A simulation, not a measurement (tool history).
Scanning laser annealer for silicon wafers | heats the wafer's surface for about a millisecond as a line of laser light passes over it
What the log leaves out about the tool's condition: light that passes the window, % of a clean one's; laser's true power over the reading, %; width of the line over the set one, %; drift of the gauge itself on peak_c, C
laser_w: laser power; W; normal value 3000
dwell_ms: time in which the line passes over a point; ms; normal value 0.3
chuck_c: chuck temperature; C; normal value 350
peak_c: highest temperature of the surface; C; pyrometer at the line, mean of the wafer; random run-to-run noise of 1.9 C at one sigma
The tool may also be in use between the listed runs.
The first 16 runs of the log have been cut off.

| run | hour | laser_w | dwell_ms | chuck_c | hours of work since the window was cleaned | hours of work since the power meter was calibrated | hours of work since the optics were aligned | peak_c |
|---|---|---|---|---|---|---|---|---|
| 17 | 140.7 | 3000 | 0.267 | 350 | 155 | 178 | 143 | 1045 |
| 18 | 151.1 | 3000 | 0.3 | 350 | 160 | 183 | 148 | 1085 |
| 19 | 160.1 | 3000 | 0.3 | 350 | 164 | 187 | 153 | 1091 |
| 20 | 169.5 | 3000 | 0.3 | 350 | 168 | 191 | 157 | 1087 |
| 21 | 177.7 | 3000 | 0.3 | 350 | 172 | 195 | 161 | 1091 |
| 22 | 190.3 | 2694 | 0.293 | 372 | 178 | 201 | 167 | 1002 |
| 23 | 200.2 | 3000 | 0.333 | 350 | 183 | 206 | 172 | 1131 |
| 24 | 209.3 | 3000 | 0.333 | 350 | 187 | 210 | 176 | 1128 |
| 25 | 218.9 | 2830 | 0.3 | 321 | 192 | 215 | 181 | 1003 |

What will run 26 give?
| 26 | 227.6 | 2589 | 0.3 | 330 | 196 | 219 | 185 | ? |

{"run 26": {"peak_c": 936}}
With no hidden state in the tool, this same run would have given peak_c 954 C.
